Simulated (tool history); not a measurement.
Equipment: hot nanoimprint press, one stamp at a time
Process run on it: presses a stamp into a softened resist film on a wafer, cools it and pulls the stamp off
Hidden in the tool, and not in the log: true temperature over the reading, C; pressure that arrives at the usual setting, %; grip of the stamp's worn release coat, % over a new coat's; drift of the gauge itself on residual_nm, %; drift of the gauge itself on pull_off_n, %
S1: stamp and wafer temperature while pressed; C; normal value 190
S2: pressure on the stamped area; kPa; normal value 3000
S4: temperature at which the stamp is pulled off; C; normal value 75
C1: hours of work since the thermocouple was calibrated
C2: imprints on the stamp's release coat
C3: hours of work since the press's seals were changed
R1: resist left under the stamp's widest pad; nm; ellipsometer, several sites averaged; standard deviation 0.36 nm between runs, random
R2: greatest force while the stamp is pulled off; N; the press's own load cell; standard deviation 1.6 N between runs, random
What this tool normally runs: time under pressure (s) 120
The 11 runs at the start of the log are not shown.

run 12 day=3.862 | S1=190 S2=3000 time_under_pressure_(s)=120 S4=75 | C1=134 C2=48 C3=243 | R1=168.4 R2=147
run 13 day=4.271 | S1=190 S2=2780 time_under_pressure_(s)=120 S4=75 | C1=140 C2=77 C3=249 | R1=173.8 R2=149
run 14 day=4.617 | S1=190 S2=2780 time_under_pressure_(s)=120 S4=75 | C1=145 C2=102 C3=254 | R1=174 R2=150
run 15 day=4.983 | S1=190 S2=2780 time_under_pressure_(s)=120 S4=75 | C1=151 C2=128 C3=260 | R1=174.5 R2=149
run 16 day=5.221 | S1=190 S2=2780 time_under_pressure_(s)=120 S4=75 | C1=155 C2=145 C3=264 | R1=174.7 R2=148
run 17 day=5.621 | S1=187 S2=2780 time_under_pressure_(s)=120 S4=75 | C1=161 C2=174 C3=270 | R1=189.1 R2=148
run 18 day=5.975 | S1=190 S2=3000 time_under_pressure_(s)=120 S4=60 | C1=166 C2=199 C3=275 | R1=168.9 R2=182
run 19 day=6.325 | S1=192 S2=3000 time_under_pressure_(s)=120 S4=67 | C1=172 C2=224 C3=281 | R1=160.5 R2=165
run 20 day=6.546 | S1=187 S2=4210 time_under_pressure_(s)=90 S4=66 | C1=175 C2=240 C3=284 | R1=174.6 R2=169
run 21 day=6.862 | S1=187 S2=4210 time_under_pressure_(s)=90 S4=66 | C1=180 C2=263 C3=289 | R1=174.5 R2=170
run 22 day=7.229 | S1=190 S2=2310 time_under_pressure_(s)=97 S4=75 | C1=186 C2=289 C3=295 | R1=200.1 R2=148
run 23 day=7.592 | S1=190 S2=2310 time_under_pressure_(s)=97 S4=75 | C1=191 C2=315 C3=300 | R1=199.7 R2=150
run 24 day=7.833 | S1=190 S2=2310 time_under_pressure_(s)=97 S4=75 | C1=195 C2=332 C3=304 | R1=200.5 R2=147
run 25 day=8.188 | S1=178 S2=4740 time_under_pressure_(s)=94 S4=68 | C1=200 C2=357 C3=309 | R1=209.9 R2=164
run 26 day=8.55 | S1=199 S2=3000 time_under_pressure_(s)=222 S4=77 | C1=206 C2=383 C3=315 | R1=105.4 R2=145
run 27 day=8.796 | S1=183 S2=3000 time_under_pressure_(s)=233 S4=77 | C1=210 C2=401 C3=319 | R1=167.8 R2=144
run 28 day=9.179 | S1=190 S2=2020 time_under_pressure_(s)=89 S4=75 | C1=216 C2=428 C3=325 | R1=214.2 R2=147
run 29 day=9.417 | S1=190 S2=2020 time_under_pressure_(s)=89 S4=75 | C1=219 C2=445 C3=328 | R1=213.9 R2=153
run 30 day=9.712 | S1=181 S2=2020 time_under_pressure_(s)=187 S4=67 | C1=224 C2=466 C3=333 | R1=218.5 R2=167

3 ways to go on from here, each from the tool as it stands after run 30. What would each give?
run A day=10.008 | S1=185 S2=4000 time_under_pressure_(s)=120 S4=70 | C1=228 C2=487 C3=337 | R1=? R2=?
run B day=10.008 | S1=188 S2=2020 time_under_pressure_(s)=71 S4=69 | C1=228 C2=487 C3=337 | R1=? R2=?
run C day=10.008 | S1=181 S2=2010 time_under_pressure_(s)=187 S4=67 | C1=228 C2=487 C3=337 | R1=? R2=?

run=A R1=173.2 R2=163
run=B R1=234.1 R2=165
run=C R1=218.1 R2=164
Take away the tool's hidden state, keep each run's random variation, and the runs would have read:
run=A R1=170.2 R2=162
run=B R1=230.1 R2=164
run=C R1=214.5 R2=163
